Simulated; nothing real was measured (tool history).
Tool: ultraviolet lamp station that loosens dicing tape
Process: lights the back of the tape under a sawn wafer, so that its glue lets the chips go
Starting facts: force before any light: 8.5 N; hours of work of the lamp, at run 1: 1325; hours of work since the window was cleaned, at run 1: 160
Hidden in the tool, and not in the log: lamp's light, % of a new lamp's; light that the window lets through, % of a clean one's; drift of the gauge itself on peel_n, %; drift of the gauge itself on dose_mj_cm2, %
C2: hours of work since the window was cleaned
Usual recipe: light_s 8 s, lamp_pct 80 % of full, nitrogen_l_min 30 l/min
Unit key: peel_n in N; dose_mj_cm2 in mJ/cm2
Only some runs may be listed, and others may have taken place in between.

run 1 day=0.000 | light_s=8 lamp_pct=80 nitrogen_l_min=30 | hours_of_work_of_the_lamp=1325 C2=160 | peel_n=0.401 dose_mj_cm2=224
run 2 day=3.054 | light_s=8 lamp_pct=80 nitrogen_l_min=30 | hours_of_work_of_the_lamp=1366 C2=201 | peel_n=0.412 dose_mj_cm2=225
run 3 day=5.471 | light_s=8 lamp_pct=80 nitrogen_l_min=30 | hours_of_work_of_the_lamp=1398 C2=233 | peel_n=0.411 dose_mj_cm2=230
run 4 day=9.158 | light_s=8 lamp_pct=80 nitrogen_l_min=30 | hours_of_work_of_the_lamp=1448 C2=283 | peel_n=0.394 dose_mj_cm2=227
-- day=9.892 window cleaned of glue's vapour
run 5 day=11.129 | light_s=8 lamp_pct=80 nitrogen_l_min=30 | hours_of_work_of_the_lamp=1474 C2=17 | peel_n=0.409 dose_mj_cm2=230
run 6 day=14.658 | light_s=8 lamp_pct=76 nitrogen_l_min=30 | hours_of_work_of_the_lamp=1521 C2=64 | peel_n=0.451 dose_mj_cm2=218
run 7 day=17.646 | light_s=12 lamp_pct=80 nitrogen_l_min=30 | hours_of_work_of_the_lamp=1561 C2=104 | peel_n=0.224 dose_mj_cm2=341
run 8 day=20.304 | light_s=8 lamp_pct=83 nitrogen_l_min=30 | hours_of_work_of_the_lamp=1597 C2=140 | peel_n=0.374 dose_mj_cm2=236
run 9 day=23.162 | light_s=8 lamp_pct=83 nitrogen_l_min=30 | hours_of_work_of_the_lamp=1635 C2=178 | peel_n=0.374 dose_mj_cm2=236
run 10 day=25.492 | light_s=12 lamp_pct=80 nitrogen_l_min=30 | hours_of_work_of_the_lamp=1666 C2=209 | peel_n=0.228 dose_mj_cm2=339
run 11 day=27.183 | light_s=13 lamp_pct=80 nitrogen_l_min=30 | hours_of_work_of_the_lamp=1689 C2=232 | peel_n=0.216 dose_mj_cm2=372
run 12 day=29.346 | light_s=13 lamp_pct=80 nitrogen_l_min=30 | hours_of_work_of_the_lamp=1718 C2=261 | peel_n=0.206 dose_mj_cm2=369
-- day=31.658 window cleaned of glue's vapour
run 13 day=31.658 | light_s=9 lamp_pct=80 nitrogen_l_min=30 | hours_of_work_of_the_lamp=1749 C2=0 | peel_n=0.312 dose_mj_cm2=257
run 14 day=33.612 | light_s=5 lamp_pct=80 nitrogen_l_min=30 | hours_of_work_of_the_lamp=1775 C2=26 | peel_n=1.008 dose_mj_cm2=143
run 15 day=36.775 | light_s=5 lamp_pct=80 nitrogen_l_min=30 | hours_of_work_of_the_lamp=1817 C2=69 | peel_n=1.020 dose_mj_cm2=141
run 16 day=40.125 | light_s=8 lamp_pct=80 nitrogen_l_min=30 | hours_of_work_of_the_lamp=1862 C2=114 | peel_n=0.410 dose_mj_cm2=228
-- day=42.112 lamp changed
run 17 day=43.017 | light_s=8 lamp_pct=80 nitrogen_l_min=30 | hours_of_work_of_the_lamp=12 C2=152 | peel_n=0.408 dose_mj_cm2=225
run 18 day=45.325 | light_s=8 lamp_pct=87 nitrogen_l_min=30 | hours_of_work_of_the_lamp=43 C2=183 | peel_n=0.356 dose_mj_cm2=249
run 19 day=49.292 | light_s=8 lamp_pct=80 nitrogen_l_min=30 | hours_of_work_of_the_lamp=96 C2=236 | peel_n=0.402 dose_mj_cm2=226
run 20 day=52.475 | light_s=8 lamp_pct=80 nitrogen_l_min=30 | hours_of_work_of_the_lamp=139 C2=279 | peel_n=0.396 dose_mj_cm2=230
-- day=53.271 window cleaned of glue's vapour
run 21 day=54.888 | light_s=8 lamp_pct=80 nitrogen_l_min=30 | hours_of_work_of_the_lamp=171 C2=22 | peel_n=0.388 dose_mj_cm2=231
run 22 day=57.500 | light_s=6 lamp_pct=81 nitrogen_l_min=34 | hours_of_work_of_the_lamp=206 C2=57 | peel_n=0.676 dose_mj_cm2=172
run 23 day=59.454 | light_s=6 lamp_pct=91 nitrogen_l_min=31 | hours_of_work_of_the_lamp=232 C2=83 | peel_n=0.543 dose_mj_cm2=192
run 24 day=62.971 | light_s=10 lamp_pct=72 nitrogen_l_min=14 | hours_of_work_of_the_lamp=279 C2=130 | peel_n=0.433 dose_mj_cm2=259
run 25 day=65.621 | light_s=12 lamp_pct=97 nitrogen_l_min=13 | hours_of_work_of_the_lamp=315 C2=166 | peel_n=0.228 dose_mj_cm2=412
run 26 day=67.717 | light_s=12 lamp_pct=76 nitrogen_l_min=13 | hours_of_work_of_the_lamp=343 C2=194 | peel_n=0.301 dose_mj_cm2=329
run 27 day=70.921 | light_s=12 lamp_pct=76 nitrogen_l_min=13 | hours_of_work_of_the_lamp=386 C2=237 | peel_n=0.303 dose_mj_cm2=325
run 28 day=74.304 | light_s=12 lamp_pct=76 nitrogen_l_min=13 | hours_of_work_of_the_lamp=431 C2=282 | peel_n=0.304 dose_mj_cm2=323
-- day=74.962 window cleaned of glue's vapour
run 29 day=76.008 | light_s=4 lamp_pct=75 nitrogen_l_min=55 | hours_of_work_of_the_lamp=454 C2=14 | peel_n=1.432 dose_mj_cm2=106
run 30 day=78.858 | light_s=4 lamp_pct=75 nitrogen_l_min=55 | hours_of_work_of_the_lamp=492 C2=52 | peel_n=1.416 dose_mj_cm2=109
run 31 day=82.983 | light_s=6 lamp_pct=66 nitrogen_l_min=17 | hours_of_work_of_the_lamp=547 C2=108 | peel_n=1.292 dose_mj_cm2=142
run 32 day=87.142 | light_s=8 lamp_pct=63 nitrogen_l_min=30 | hours_of_work_of_the_lamp=603 C2=163 | peel_n=0.679 dose_mj_cm2=181
run 33 day=90.292 | light_s=7 lamp_pct=93 nitrogen_l_min=30 | hours_of_work_of_the_lamp=645 C2=205 | peel_n=0.390 dose_mj_cm2=236
run 34 day=92.467 | light_s=7 lamp_pct=93 nitrogen_l_min=30 | hours_of_work_of_the_lamp=675 C2=235 | peel_n=0.396 dose_mj_cm2=232
run 35 day=95.058 | light_s=15 lamp_pct=80 nitrogen_l_min=12 | hours_of_work_of_the_lamp=709 C2=269 | peel_n=0.212 dose_mj_cm2=423
-- day=96.862 window cleaned of glue's vapour
run 36 day=98.825 | light_s=8 lamp_pct=89 nitrogen_l_min=28 | hours_of_work_of_the_lamp=759 C2=26 | peel_n=0.338 dose_mj_cm2=257
run 37 day=101.788 | light_s=8 lamp_pct=63 nitrogen_l_min=30 | hours_of_work_of_the_lamp=799 C2=66 | peel_n=0.645 dose_mj_cm2=179
run 38 day=104.312 | light_s=8 lamp_pct=82 nitrogen_l_min=31 | hours_of_work_of_the_lamp=833 C2=100 | peel_n=0.371 dose_mj_cm2=232
run 39 day=106.371 | light_s=8 lamp_pct=82 nitrogen_l_min=31 | hours_of_work_of_the_lamp=861 C2=127 | peel_n=0.384 dose_mj_cm2=235
run 40 day=108.958 | light_s=6 lamp_pct=77 nitrogen_l_min=15 | hours_of_work_of_the_lamp=895 C2=162 | peel_n=1.042 dose_mj_cm2=166
run 41 day=110.933 | light_s=6 lamp_pct=77 nitrogen_l_min=15 | hours_of_work_of_the_lamp=922 C2=189 | peel_n=1.068 dose_mj_cm2=167
run 42 day=112.938 | light_s=6 lamp_pct=77 nitrogen_l_min=19 | hours_of_work_of_the_lamp=949 C2=216 | peel_n=0.954 dose_mj_cm2=165

Hidden state or all else? Some run-to-run changes of peel_n, split into what the settings, what came in and random variation would give without the hidden state, and what is left for the hidden state (with any gauge scatter that isn't in both results):
Run 13 -> 14: light_s 9 -> 5. peel_n +0.696 N: hidden state +0.007, all else +0.689.
Run 15 -> 16: light_s 5 -> 8. peel_n -0.610 N: hidden state -0.006, all else -0.604.
Run 28 -> 29: light_s 12 -> 4, lamp_pct 76 -> 75, nitrogen_l_min 13 -> 55, window cleaned of glue's vapour. peel_n +1.128 N: hidden state +0.002, all else +1.126.
Run 39 -> 40: light_s 8 -> 6, lamp_pct 82 -> 77, nitrogen_l_min 31 -> 15. peel_n +0.658 N: hidden state +0.006, all else +0.652.
